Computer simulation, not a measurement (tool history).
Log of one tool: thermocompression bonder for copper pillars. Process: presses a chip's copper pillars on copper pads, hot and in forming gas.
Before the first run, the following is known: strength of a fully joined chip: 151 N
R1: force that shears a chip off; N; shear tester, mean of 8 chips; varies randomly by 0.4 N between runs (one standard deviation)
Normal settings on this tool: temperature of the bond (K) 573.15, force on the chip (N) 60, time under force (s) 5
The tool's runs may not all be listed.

{"run": 1, "day": 0.0, "temperature of the bond (K)": 573.15, "force on the chip (N)": 60, "time under force (s)": 5, "R1": 111}
{"run": 2, "day": 1.846, "temperature of the bond (K)": 573.15, "force on the chip (N)": 60, "time under force (s)": 6, "R1": 115.4}
{"run": 3, "day": 4.392, "temperature of the bond (K)": 573.15, "force on the chip (N)": 60, "time under force (s)": 6, "R1": 116.1}
{"run": 4, "day": 8.371, "temperature of the bond (K)": 573.15, "force on the chip (N)": 60, "time under force (s)": 6, "R1": 114.7}
{"run": 5, "day": 12.025, "temperature of the bond (K)": 573.15, "force on the chip (N)": 60, "time under force (s)": 4, "R1": 103.9}
{"run": 6, "day": 14.125, "temperature of the bond (K)": 573.15, "force on the chip (N)": 51, "time under force (s)": 5, "R1": 97.1}
{"day": 14.388, "done": "force cell calibrated"}
{"run": 7, "day": 16.779, "temperature of the bond (K)": 573.15, "force on the chip (N)": 51, "time under force (s)": 5, "R1": 94.6}
{"day": 17.425, "done": "forming gas filter changed"}
{"run": 8, "day": 19.117, "temperature of the bond (K)": 573.15, "force on the chip (N)": 51, "time under force (s)": 5, "R1": 98.6}
{"run": 9, "day": 23.321, "temperature of the bond (K)": 596.15, "force on the chip (N)": 41, "time under force (s)": 5, "R1": 100.9}
{"run": 10, "day": 27.167, "temperature of the bond (K)": 558.15, "force on the chip (N)": 39, "time under force (s)": 5, "R1": 63.5}
{"run": 11, "day": 30.104, "temperature of the bond (K)": 570.15, "force on the chip (N)": 66, "time under force (s)": 4, "R1": 109.3}
{"run": 12, "day": 33.033, "temperature of the bond (K)": 561.15, "force on the chip (N)": 44, "time under force (s)": 8, "R1": 87.3}
{"run": 13, "day": 35.379, "temperature of the bond (K)": 577.15, "force on the chip (N)": 44, "time under force (s)": 7, "R1": 97.9}
{"run": 14, "day": 38.688, "temperature of the bond (K)": 589.15, "force on the chip (N)": 42, "time under force (s)": 5, "R1": 95}
{"day": 39.625, "done": "force cell calibrated, once more"}
{"run": 15, "day": 41.533, "temperature of the bond (K)": 572.15, "force on the chip (N)": 60, "time under force (s)": 9, "R1": 125.1}

4 ways to go on from here, each from the tool as it stands after run 15. What would each give?
{"run": "A", "day": 44.333, "temperature of the bond (K)": 600.15, "force on the chip (N)": 51, "time under force (s)": 9, "R1": "?"}
{"run": "B", "day": 44.333, "temperature of the bond (K)": 569.15, "force on the chip (N)": 60, "time under force (s)": 9, "R1": "?"}
{"run": "C", "day": 44.333, "temperature of the bond (K)": 570.15, "force on the chip (N)": 60, "time under force (s)": 3, "R1": "?"}
{"run": "D", "day": 44.333, "temperature of the bond (K)": 598.15, "force on the chip (N)": 60, "time under force (s)": 12, "R1": "?"}

run=A R1=131.2
run=B R1=122.4
run=C R1=97.4
run=D R1=139.4
The same runs, with their run-to-run variation unchanged, on a tool lacking any hidden condition would have given:
run=A R1=132.5
run=B R1=121
run=C R1=93.3
run=D R1=143.2
